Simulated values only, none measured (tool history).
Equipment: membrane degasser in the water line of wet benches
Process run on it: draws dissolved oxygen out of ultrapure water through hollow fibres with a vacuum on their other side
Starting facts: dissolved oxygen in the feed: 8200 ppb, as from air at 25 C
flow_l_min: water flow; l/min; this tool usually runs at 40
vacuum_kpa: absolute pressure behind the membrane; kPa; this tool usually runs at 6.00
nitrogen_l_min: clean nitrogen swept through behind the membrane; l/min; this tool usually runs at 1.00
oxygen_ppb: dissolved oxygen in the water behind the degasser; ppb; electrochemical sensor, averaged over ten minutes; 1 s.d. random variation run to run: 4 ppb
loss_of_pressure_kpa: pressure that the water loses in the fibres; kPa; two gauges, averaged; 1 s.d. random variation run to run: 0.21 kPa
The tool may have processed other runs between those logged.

| run | hour | flow_l_min | vacuum_kpa | nitrogen_l_min | oxygen_ppb | loss_of_pressure_kpa |
|---|---|---|---|---|---|---|
| 1 | 0.0 | 40 | 6.00 | 1.00 | 401.6 | 47.39 |
| 2 | 154.5 | 40 | 6.00 | 1.00 | 405.7 | 47.43 |
| 3 | 360.5 | 40 | 6.00 | 1.00 | 392.6 | 47.45 |
| 4 | 538.4 | 40 | 6.00 | 1.00 | 389.9 | 47.71 |
| 5 | 731.5 | 40 | 6.00 | 2.13 | 303.8 | 47.47 |
| 6 | 857.1 | 40 | 6.00 | 2.13 | 297.4 | 47.77 |
| 7 | 1026.7 | 51 | 6.00 | 1.00 | 615.3 | 60.73 |
| 8 | 1138.6 | 51 | 6.00 | 1.00 | 613.9 | 61.27 |
| 9 | 1227.3 | 51 | 7.90 | 1.00 | 784.8 | 60.74 |
| 10 | 1400.1 | 51 | 7.90 | 1.00 | 766.9 | 60.79 |
| 11 | 1566.6 | 51 | 7.90 | 1.00 | 771.4 | 60.96 |
| 12 | 1653.2 | 38 | 6.00 | 1.00 | 366.7 | 45.33 |
| 13 | 1842.2 | 38 | 6.00 | 1.00 | 364.6 | 45.65 |
| 14 | 1987.4 | 40 | 6.00 | 2.97 | 277.4 | 48.00 |
| 15 | 2134.3 | 40 | 6.00 | 2.97 | 270.1 | 48.10 |
| 16 | 2249.1 | 40 | 6.00 | 2.97 | 273.2 | 48.09 |
| 17 | 2454.2 | 40 | 6.00 | 1.74 | 325.2 | 47.88 |
| 18 | 2546.6 | 40 | 6.00 | 1.74 | 326.2 | 48.07 |
| 19 | 2690.6 | 38 | 13.35 | 1.74 | 606.5 | 45.63 |
| 20 | 2888.9 | 40 | 14.39 | 1.00 | 970.5 | 47.78 |
| 21 | 3095.6 | 33 | 6.08 | 0.57 | 392.4 | 39.50 |
| 22 | 3290.7 | 51 | 4.29 | 1.00 | 470.8 | 61.41 |
| 23 | 3417.5 | 36 | 13.11 | 1.00 | 804.9 | 43.23 |
| 24 | 3601.2 | 51 | 8.34 | 0.67 | 940.4 | 61.18 |
| 25 | 3787.6 | 26 | 6.00 | 1.00 | 191.5 | 31.45 |
| 26 | 3953.0 | 26 | 6.00 | 1.00 | 189.1 | 31.31 |
| 27 | 4120.7 | 29 | 6.00 | 0.57 | 319.3 | 35.30 |
| 28 | 4228.2 | 53 | 5.30 | 0.84 | 629.2 | 63.88 |
| 29 | 4407.8 | 26 | 7.58 | 1.32 | 222.8 | 31.02 |
| 30 | 4517.4 | 62 | 9.28 | 1.73 | 969.9 | 75.52 |
| 31 | 4626.7 | 49 | 4.59 | 0.45 | 537.9 | 59.27 |
| 32 | 4800.0 | 40 | 11.94 | 0.93 | 847.7 | 48.72 |
| 33 | 4913.6 | 34 | 6.94 | 0.59 | 487.6 | 41.75 |

Withheld: 2 entries from between the runs. Position of each, and hidden state at the listed run before versus the listed run after:
From run 9 to run 10: seals of the vacuum lines changed (hour 1327.2)
  air that leaks in behind the membrane, l/min: 0.0021 -> 0.002; drift of the gauge itself on loss_of_pressure_kpa, %: 0.54 -> 0.62
  measured result minus the result with no hidden state, loss_of_pressure_kpa: +0.34 -> +0.39 kPa
From run 23 to run 24: vacuum gauge calibrated (hour 3565.3)
  drift of the gauge itself on loss_of_pressure_kpa, %: 1.5 -> 1.59
  measured result minus the result with no hidden state, loss_of_pressure_kpa: +0.65 -> +0.98 kPa
